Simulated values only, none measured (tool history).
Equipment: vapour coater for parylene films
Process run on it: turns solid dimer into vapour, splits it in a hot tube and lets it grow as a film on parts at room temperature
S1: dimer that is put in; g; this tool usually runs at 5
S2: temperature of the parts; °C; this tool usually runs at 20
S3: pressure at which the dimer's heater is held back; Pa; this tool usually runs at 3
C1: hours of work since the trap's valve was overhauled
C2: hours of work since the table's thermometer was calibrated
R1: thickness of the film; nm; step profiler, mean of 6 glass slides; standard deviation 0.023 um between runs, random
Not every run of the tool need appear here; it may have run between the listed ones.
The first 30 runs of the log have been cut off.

run 31 hour=380.5 | S1=5 S2=16 S3=4.65 | C1=75 C2=19 | R1=2600
run 32 hour=394.8 | S1=5 S2=16 S3=4.65 | C1=81 C2=25 | R1=2580
run 33 hour=412.2 | S1=5 S2=30 S3=10.74 | C1=88 C2=32 | R1=1670
run 34 hour=424.8 | S1=5 S2=30 S3=10.74 | C1=93 C2=37 | R1=1680
run 35 hour=439.8 | S1=8 S2=20 S3=5.64 | C1=100 C2=43 | R1=3650
run 36 hour=453.7 | S1=8 S2=13 S3=3 | C1=105 C2=48 | R1=4740
run 37 hour=468.9 | S1=6 S2=21 S3=2.91 | C1=111 C2=55 | R1=3010
run 38 hour=479 | S1=5 S2=22 S3=11.51 | C1=115 C2=59 | R1=1890
run 39 hour=496.4 | S1=5 S2=22 S3=11.51 | C1=122 C2=66 | R1=1890
run 40 hour=514.8 | S1=2 S2=12 S3=11.51 | C1=130 C2=73 | R1=940
run 41 hour=527.9 | S1=2 S2=12 S3=11.51 | C1=135 C2=79 | R1=930
run 42 hour=543.2 | S1=2 S2=13 S3=6.16 | C1=141 C2=85 | R1=1000
run 43 hour=560.7 | S1=2 S2=13 S3=6.16 | C1=149 C2=92 | R1=1020
run 44 hour=570.3 | S1=5 S2=19 S3=2.23 | C1=152 C2=96 | R1=2670
run 45 hour=578.3 | S1=3 S2=18 S3=3 | C1=156 C2=99 | R1=1550
run 46 hour=596.5 | S1=5 S2=27 S3=5.79 | C1=163 C2=106 | R1=1940

Branching from run 46: 4 alternative next runs. What would each branch give?
run A hour=608.6 | S1=5 S2=20 S3=3.08 | C1=168 C2=111 | R1=?
run B hour=608.6 | S1=6 S2=27 S3=3.58 | C1=168 C2=111 | R1=?
run C hour=608.6 | S1=5 S2=13 S3=2.37 | C1=168 C2=111 | R1=?
run D hour=608.6 | S1=2 S2=21 S3=6.18 | C1=168 C2=111 | R1=?

run=A R1=2470
run=B R1=2520
run=C R1=2980
run=D R1=850
Without the tool's hidden state the same runs would have given:
run=A R1=2710
run=B R1=2780
run=C R1=3280
run=D R1=930
